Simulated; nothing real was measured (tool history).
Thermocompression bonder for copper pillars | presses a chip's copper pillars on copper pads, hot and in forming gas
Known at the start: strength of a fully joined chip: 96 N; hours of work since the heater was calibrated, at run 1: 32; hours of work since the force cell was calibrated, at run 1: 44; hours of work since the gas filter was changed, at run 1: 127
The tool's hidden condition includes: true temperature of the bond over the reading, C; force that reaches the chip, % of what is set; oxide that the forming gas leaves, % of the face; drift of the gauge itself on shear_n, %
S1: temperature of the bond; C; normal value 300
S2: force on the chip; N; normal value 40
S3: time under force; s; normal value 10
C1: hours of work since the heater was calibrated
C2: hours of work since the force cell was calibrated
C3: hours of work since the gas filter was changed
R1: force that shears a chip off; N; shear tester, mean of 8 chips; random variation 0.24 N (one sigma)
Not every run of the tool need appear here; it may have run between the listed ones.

Run 1, hour 0.0: usual settings; C1 32; C2 44; C3 127. Result: R1 35.3 N.
Run 2, hour 7.5: usual settings; C1 37; C2 50; C3 133. Result: R1 35.0 N.
Run 3, hour 20.3: usual settings; C1 47; C2 60; C3 142. Result: R1 35.3 N.
Run 4, hour 28.5: usual settings; C1 53; C2 66; C3 149. Result: R1 35.3 N.
Run 5, hour 34.7: usual settings; C1 58; C2 71; C3 153. Result: R1 35.2 N.
Run 6, hour 42.5: usual settings; C1 64; C2 77; C3 159. Result: R1 35.2 N.
Run 7, hour 50.9: usual settings but S2 32 N; C1 71; C2 83; C3 166. Result: R1 29.2 N.
Run 8, hour 59.3: usual settings but S2 36 N; C1 77; C2 90; C3 172. Result: R1 32.1 N.
Run 9, hour 70.8: usual settings; C1 86; C2 98; C3 181. Result: R1 34.8 N.
Run 10, hour 82.8: usual settings but S1 286 C; C1 95; C2 108; C3 190. Result: R1 31.0 N.
Run 11, hour 92.6: usual settings but S1 286 C; C1 103; C2 115; C3 198. Result: R1 31.4 N.
Run 12, hour 102.0: usual settings but S1 286 C; C1 110; C2 122; C3 205. Result: R1 31.1 N.
Run 13, hour 110.5: usual settings but S1 309 C; C1 116; C2 129; C3 212. Result: R1 37.9 N.
At hour 113.6: heater calibrated with a thermocouple chip.
Run 14, hour 124.0: usual settings; C1 8; C2 138; C3 220. Result: R1 34.8 N.
Run 15, hour 133.3: usual settings; C1 15; C2 145; C3 228. Result: R1 35.2 N.
Run 16, hour 139.3: usual settings but S2 32 N, S3 21 s; C1 20; C2 149; C3 232. Result: R1 39.3 N.
Run 17, hour 149.6: usual settings but S1 283 C, S2 53 N, S3 9 s; C1 28; C2 157; C3 240. Result: R1 36.2 N.
At hour 158.2: heater calibrated with a thermocouple chip, once more.
Run 18, hour 164.4: usual settings but S1 299 C, S2 39 N, S3 14 s; C1 5; C2 167; C3 250. Result: R1 38.6 N.
Run 19, hour 171.4: usual settings but S1 299 C, S2 39 N, S3 14 s; C1 10; C2 172; C3 255. Result: R1 38.5 N.
Run 20, hour 181.0: usual settings but S1 277 C, S2 26 N, S3 19 s; C1 17; C2 180; C3 263. Result: R1 25.0 N.
Run 21, hour 189.6: usual settings but S1 277 C, S2 26 N, S3 19 s; C1 24; C2 186; C3 269. Result: R1 25.2 N.
Run 22, hour 200.4: usual settings but S1 316 C, S2 52 N, S3 18 s; C1 32; C2 195; C3 277. Result: R1 58.0 N.
Run 23, hour 213.7: usual settings but S1 276 C, S2 52 N; C1 42; C2 205; C3 288. Result: R1 35.3 N.
Run 24, hour 222.6: usual settings but S1 307 C, S2 44 N, S3 29 s; C1 49; C2 212; C3 294. Result: R1 57.0 N.
Run 25, hour 229.3: usual settings but S1 307 C, S2 44 N, S3 29 s; C1 55; C2 217; C3 300. Result: R1 56.5 N.
Run 26, hour 240.8: usual settings but S1 311 C, S2 41 N, S3 11 s; C1 63; C2 226; C3 308. Result: R1 40.0 N.
Run 27, hour 246.7: usual settings but S1 311 C, S2 41 N, S3 11 s; C1 68; C2 230; C3 313. Result: R1 40.3 N.

Alternative continuations, all from the tool just after run 27; predict every row:
Run A, hour 257.9: usual settings but S1 299 C, S2 31 N, S3 29 s; C1 76; C2 239; C3 321. Result: R1 ?.
Run B, hour 257.9: usual settings but S1 324 C, S3 5 s; C1 76; C2 239; C3 321. Result: R1 ?.
Run C, hour 257.9: usual settings but S1 289 C; C1 76; C2 239; C3 321. Result: R1 ?.
Run D, hour 257.9: usual settings but S1 275 C, S2 24 N, S3 17 s; C1 76; C2 239; C3 321. Result: R1 ?.
Run E, hour 257.9: usual settings but S1 296 C, S2 30 N; C1 76; C2 239; C3 321. Result: R1 ?.

run    R1
  A  41.8
  B  31.8
  C  31.5
  D  21.6
  E  26.6
With the hidden condition removed and each run's random variation left untouched, the same runs would have given:
run    R1
  A  43.4
  B  33.1
  C  32.7
  D  22.4
  E  27.6
